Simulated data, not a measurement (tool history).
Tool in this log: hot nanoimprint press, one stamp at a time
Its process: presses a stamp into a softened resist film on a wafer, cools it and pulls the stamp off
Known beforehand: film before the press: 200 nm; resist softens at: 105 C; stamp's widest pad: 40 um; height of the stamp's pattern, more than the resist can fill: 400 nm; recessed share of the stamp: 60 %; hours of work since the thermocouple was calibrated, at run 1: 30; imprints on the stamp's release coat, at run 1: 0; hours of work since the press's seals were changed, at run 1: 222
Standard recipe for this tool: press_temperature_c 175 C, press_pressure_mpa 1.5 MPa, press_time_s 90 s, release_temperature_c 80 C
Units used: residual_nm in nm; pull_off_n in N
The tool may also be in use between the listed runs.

run	hour	press_temperature_c	press_pressure_mpa	press_time_s	release_temperature_c	hours of work since the thermocouple was calibrated	imprints on the stamp's release coat	hours of work since the press's seals were changed	residual_nm	pull_off_n
1	0	175	1.5	90	80	30	0	222	80.8	221
2	12.1	175	1.5	90	80	37	45	229	80.3	222
3	20.3	175	1.5	90	80	42	76	234	81.1	222
4	26.4	175	1.5	90	80	45	99	237	80.4	225
5	33.2	175	1.12	90	80	49	125	241	91.2	227
6	39.6	175	1.12	90	67	53	149	245	90.4	308
7	48.5	175	1.12	90	67	58	183	250	91.2	318
8	58.2	175	1.5	90	82	63	219	255	81.3	220
9	68	175	1.5	90	80	69	256	261	80.8	230
10	75.1	175	1.5	90	80	73	283	265	82	246
11	86.1	175	1.5	90	80	79	324	271	81.5	239
12	98	175	1.5	148	80	86	369	278	66	236
13	108.9	175	1.5	148	80	92	410	284	66.7	247
14	117.7	174	1.5	90	80	97	444	289	85.8	248
15	127.1	174	1.5	90	80	102	479	294	85.9	262
16	134.5	175	1.5	90	82	106	507	299	81.3	243
17	139.7	175	1.18	90	80	109	527	301	89.5	256
18	147.1	175	1.69	56	68	113	555	306	93.4	360
# hour 151.2: plate thermocouple calibrated
19	162.2	176	1.65	172	80	6	600	312	55.9	269
20	168.9	176	1.65	56	80	10	625	316	90.7	268
# hour 176: plate thermocouple calibrated, once more
21	182.1	174	1.21	158	80	3	664	322	72.3	279
22	189.8	163	2.25	47	86	8	693	326	144.5	218
23	201.1	163	2.25	47	86	14	735	333	143.2	228
24	208.4	163	2.15	59	86	18	763	337	139.3	235
25	217.6	180	2.12	78	82	24	798	342	58.1	263
26	227.4	180	1.62	106	82	29	834	348	56.3	275
# hour 238: stamp cleaned and given a new release coat
27	242.6	180	1.62	112	73	34	17	353	55.9	262
28	255.4	173	1.79	112	73	41	66	360	75.7	267
29	261.2	173	1.79	112	73	45	87	363	75.9	274

What if the next run were any one of these 3? Each begins from the tool's condition after run 29:
A	267.1	185	1.79	176	71	48	110	367	?	?
B	267.1	173	1.79	112	85	48	110	367	?	?
C	267.1	175	1.81	90	79	48	110	367	?	?

run	residual_nm	pull_off_n
A	35.3	287
B	76.4	193
C	74.1	230
Take away the tool's hidden state, keep each run's random variation, and the runs would have read:
run	residual_nm	pull_off_n
A	34.6	276
B	74.8	185
C	72.5	221

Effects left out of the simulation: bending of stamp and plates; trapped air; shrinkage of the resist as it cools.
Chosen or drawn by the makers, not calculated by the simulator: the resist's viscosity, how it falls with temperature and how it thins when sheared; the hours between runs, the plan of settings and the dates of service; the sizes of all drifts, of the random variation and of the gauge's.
